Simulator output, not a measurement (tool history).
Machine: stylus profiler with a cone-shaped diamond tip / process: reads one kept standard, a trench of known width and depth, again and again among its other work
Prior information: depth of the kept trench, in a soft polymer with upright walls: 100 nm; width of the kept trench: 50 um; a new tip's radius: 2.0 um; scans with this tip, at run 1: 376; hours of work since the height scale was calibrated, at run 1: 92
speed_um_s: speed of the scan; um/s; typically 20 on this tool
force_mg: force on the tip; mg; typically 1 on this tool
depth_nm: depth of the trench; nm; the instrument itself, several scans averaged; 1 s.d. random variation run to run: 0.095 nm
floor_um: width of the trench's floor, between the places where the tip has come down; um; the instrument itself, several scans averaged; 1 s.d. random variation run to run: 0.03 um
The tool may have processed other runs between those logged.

run	hour	speed_um_s	force_mg	scans with this tip	hours of work since the height scale was calibrated	depth_nm	floor_um
1	0	20	1	376	92	100.72	48.56
2	35.2	63	1	469	114	100.76	48.25
3	62.2	20	1	541	132	100.45	48.6
4	120.7	20	1	695	169	100.28	48.56
5	171.1	20	1	828	202	100.5	48.61
6	202.3	20	1	911	222	100.46	48.61
7	244.1	20	1	1022	249	100.56	48.59
8	283.1	20	1	1125	274	100.38	48.63
9	326.2	20	1.39	1239	302	100.55	48.58
10	378.9	20	1	1378	336	100.53	48.57
11	424	20	0.71	1497	365	100.63	48.54
12	486.1	20	0.71	1662	405	100.62	48.56
# hour 492.4: height scale calibrated on a step standard
13	531.8	20	0.71	1781	25	100.68	48.55
14	572.3	20	0.71	1888	51	100.57	48.5
15	634.3	16	1.12	2052	91	100.6	48.63
16	671.9	7	1.12	2152	116	100.82	48.61
# hour 700.2: height scale calibrated on a step standard, once more
17	713.8	15	1.29	2261	9	100.7	48.61
18	777.3	14	1.29	2429	50	100.65	48.55
19	818.9	8	2.97	2539	76	101.11	48.7
20	861.4	5	1.35	2652	104	100.71	48.63
21	923.2	43	1.2	2815	144	100.58	48.35
22	969.2	9	1	2937	173	100.54	48.6
23	1014.9	9	1	3058	203	100.67	48.59
24	1068.5	31	1	3199	237	100.68	48.43
25	1123.8	31	1	3346	273	100.65	48.45

Branching from run 25: 4 alternative next runs. What would each branch give?
A	1186	9	1	3510	313	?	?
B	1186	9	0.65	3510	313	?	?
C	1186	49	1.75	3510	313	?	?
D	1186	6	0.5	3510	313	?	?

run	depth_nm	floor_um
A	100.65	48.55
B	100.56	48.55
C	100.88	48.38
D	100.43	48.62
The same runs, with their run-to-run variation unchanged, on a tool lacking any hidden condition would have given:
run	depth_nm	floor_um
A	100.44	48.63
B	100.36	48.63
C	100.68	48.46
D	100.23	48.7

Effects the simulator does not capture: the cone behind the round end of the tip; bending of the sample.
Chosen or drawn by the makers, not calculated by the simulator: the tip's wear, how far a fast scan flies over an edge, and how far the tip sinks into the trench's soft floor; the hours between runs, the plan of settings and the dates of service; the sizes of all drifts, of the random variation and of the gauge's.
